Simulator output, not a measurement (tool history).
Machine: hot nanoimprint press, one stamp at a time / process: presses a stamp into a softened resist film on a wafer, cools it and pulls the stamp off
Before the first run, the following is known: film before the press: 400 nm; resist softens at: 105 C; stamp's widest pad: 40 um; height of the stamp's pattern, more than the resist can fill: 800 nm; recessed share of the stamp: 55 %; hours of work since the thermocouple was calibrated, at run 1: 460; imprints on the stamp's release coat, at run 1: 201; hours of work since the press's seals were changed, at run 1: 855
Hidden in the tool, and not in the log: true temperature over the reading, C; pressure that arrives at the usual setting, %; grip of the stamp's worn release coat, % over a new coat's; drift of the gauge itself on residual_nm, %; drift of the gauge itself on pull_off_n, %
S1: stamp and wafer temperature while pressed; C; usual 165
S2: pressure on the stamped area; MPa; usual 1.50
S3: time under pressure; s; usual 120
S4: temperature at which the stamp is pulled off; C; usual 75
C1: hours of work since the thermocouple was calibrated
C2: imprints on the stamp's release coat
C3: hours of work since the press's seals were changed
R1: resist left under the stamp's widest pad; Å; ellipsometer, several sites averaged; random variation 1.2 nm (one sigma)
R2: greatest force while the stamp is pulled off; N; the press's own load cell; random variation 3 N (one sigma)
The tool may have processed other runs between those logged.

run     day   S1    S2   S3  S4   C1    C2    C3    R1   R2
  1   0.000  165  1.50  120  75  460   201   855  1991  217
  2   2.042  165  1.50  228  75  499   432   893  1579  228
  3   3.246  165  1.50  228  75  521   568   916  1566  228
      4.679  -- plate thermocouple calibrated
  4   6.233  165  1.50  228  75   29   892   969  1659  242
  5   8.629  165  1.04  120  75   74  1163  1014  2399  246
  6  10.183  165  1.16  120  75  103  1338  1044  2329  250
  7  11.833  165  1.16  120  75  134  1525  1075  2345  250
  8  13.554  165  1.50  120  75  167  1719  1107  2138  263
     14.221  -- stamp cleaned and given a new release coat
  9  15.133  165  1.50  120  75  192   104  1132  2152  225
 10  16.867  165  1.50  120  75  224   300  1164  2166  229
     18.179  -- plate thermocouple calibrated, once more
 11  19.612  165  1.75  120  75   27   596  1214  1749  222
 12  20.962  165  1.50  150  75   52   749  1239  1697  226
 13  22.538  165  1.50  150  75   82   926  1269  1708  229
 14  24.508  165  1.50  150  75  119  1149  1306  1717  234
     25.658  -- press's hydraulic seals changed and the load cell set to zero
 15  26.246  165  1.50  120  75  145  1308    11  1817  236
 16  28.021  167  1.16  126  75  179  1509    44  1858  246

What does the tool deliver on the next run?
 17  29.246  159  1.71  192  64  202  1647  67   ?   ?

Run 17 came out at R1 1943 Å, R2 272 N.
With the hidden condition absent and the run-to-run variation left alone, this run would have shown R1 1876 Å, R2 234 N.

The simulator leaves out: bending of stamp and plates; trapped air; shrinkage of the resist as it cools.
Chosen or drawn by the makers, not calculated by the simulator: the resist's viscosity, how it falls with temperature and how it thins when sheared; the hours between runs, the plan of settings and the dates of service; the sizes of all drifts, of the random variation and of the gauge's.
